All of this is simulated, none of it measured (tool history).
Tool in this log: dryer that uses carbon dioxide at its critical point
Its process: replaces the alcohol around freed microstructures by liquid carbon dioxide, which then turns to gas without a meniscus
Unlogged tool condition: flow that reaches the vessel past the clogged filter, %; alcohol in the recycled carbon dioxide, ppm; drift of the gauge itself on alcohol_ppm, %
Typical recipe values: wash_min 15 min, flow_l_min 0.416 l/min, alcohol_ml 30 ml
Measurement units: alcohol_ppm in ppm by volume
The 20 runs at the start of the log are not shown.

| run | day | wash_min | flow_l_min | alcohol_ml | hours of work since the filter was changed | hours of work since the purifier's bed was changed | alcohol_ppm |
|---|---|---|---|---|---|---|---|
| 21 | 14.379 | 16 | 0.339 | 91 | 83 | 429 | 1068 |
| 22 | 15.4 | 16 | 0.339 | 91 | 96 | 442 | 1075 |
| 23 | 16.296 | 16 | 0.339 | 91 | 107 | 453 | 1071 |
| 24 | 17.279 | 16 | 0.339 | 91 | 119 | 465 | 1123 |
| 25 | 17.933 | 14 | 0.58 | 67 | 127 | 473 | 133 |
| 26 | 18.767 | 15 | 0.59 | 114 | 137 | 483 | 130 |
| 27 | 19.388 | 15 | 0.416 | 70 | 145 | 491 | 493 |
| 28 | 19.933 | 13 | 0.327 | 30 | 151 | 497 | 975 |
| 29 | 20.462 | 13 | 0.327 | 30 | 158 | 504 | 992 |
| 30 | 21.45 | 13 | 0.327 | 30 | 170 | 516 | 995 |
| 31 | 22.4 | 12 | 0.406 | 52 | 182 | 528 | 1085 |
| 32 | 22.908 | 12 | 0.406 | 52 | 188 | 534 | 1099 |
| 33 | 23.671 | 15 | 0.297 | 28 | 197 | 543 | 830 |
| 34 | 24.471 | 15 | 0.297 | 28 | 207 | 553 | 825 |
| 35 | 25.292 | 20 | 0.297 | 93 | 217 | 563 | 849 |
| 36 | 26.188 | 11 | 0.416 | 27 | 228 | 574 | 783 |

Here are 4 independent what-if runs from the current tool condition. What would each one return?
| A | 26.992 | 21 | 0.597 | 37 | 238 | 584 | ? |
| B | 26.992 | 16 | 0.416 | 28 | 238 | 584 | ? |
| C | 26.992 | 11 | 0.416 | 69 | 238 | 584 | ? |
| D | 26.992 | 20 | 0.416 | 30 | 238 | 584 | ? |

| run | alcohol_ppm |
|---|---|
| A | 42 |
| B | 201 |
| C | 1977 |
| D | 80 |
Had the tool no hidden state, the same runs would have come out as:
| run | alcohol_ppm |
|---|---|
| A | 12 |
| B | 117 |
| C | 1455 |
| D | 32 |
